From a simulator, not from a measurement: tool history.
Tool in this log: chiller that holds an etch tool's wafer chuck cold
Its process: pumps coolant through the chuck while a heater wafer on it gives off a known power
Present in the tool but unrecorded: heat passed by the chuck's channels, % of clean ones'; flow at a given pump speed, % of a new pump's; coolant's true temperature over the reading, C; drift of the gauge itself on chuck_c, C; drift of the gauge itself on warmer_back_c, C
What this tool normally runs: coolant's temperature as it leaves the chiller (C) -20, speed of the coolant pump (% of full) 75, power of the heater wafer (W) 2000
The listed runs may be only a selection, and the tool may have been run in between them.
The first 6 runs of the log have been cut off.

| run | hour | coolant's temperature as it leaves the chiller (C) | speed of the coolant pump (% of full) | power of the heater wafer (W) | hours since the coolant was changed and the channels were flushed | hours since the pump was overhauled | hours since the chiller's thermometer was calibrated | chuck's temperature once it has settled (C) | how much warmer the coolant comes back (C) |
|---|---|---|---|---|---|---|---|---|---|
| 7 | 203.9 | -20 | 75 | 2000 | 6095 | 769 | 3795 | 0.2 | 4.93 |
| 8 | 244.1 | -20 | 75 | 1895 | 6135 | 809 | 3835 | -0.7 | 4.68 |
| 9 | 274.4 | -20 | 75 | 1895 | 6166 | 839 | 3866 | -0.8 | 4.69 |
| 10 | 314.5 | -20 | 75 | 1654 | 6206 | 879 | 3906 | -3.2 | 4.05 |
| 11 | 350.9 | -20 | 75 | 1654 | 6242 | 916 | 3942 | -3.3 | 4.06 |
| 12 | 382.5 | -20 | 75 | 1654 | 6274 | 947 | 3974 | -3.4 | 4.1 |
| 13 | 418.4 | -20 | 75 | 1654 | 6309 | 983 | 4010 | -3.2 | 4.06 |
| 14 | 461.1 | -20 | 75 | 2000 | 6352 | 1026 | 4052 | 0.4 | 5 |
| 15 | 487.1 | -19 | 75 | 2000 | 6378 | 1052 | 4078 | 1.3 | 5 |
| 16 | 526.2 | -26 | 63 | 1214 | 6417 | 1091 | 4117 | -12.4 | 3.61 |

Forecast run 17:
| 17 | 562 | -11 | 63 | 1214 | 6453 | 1127 | 4153 | ? | ? |

{"run 17": {"chuck's temperature once it has settled (C)": 2.6, "how much warmer the coolant comes back (C)": 3.67}}
With the hidden condition absent and the run-to-run variation left alone, this run would have shown chuck's temperature once it has settled (C) 1, how much warmer the coolant comes back (C) 3.54.
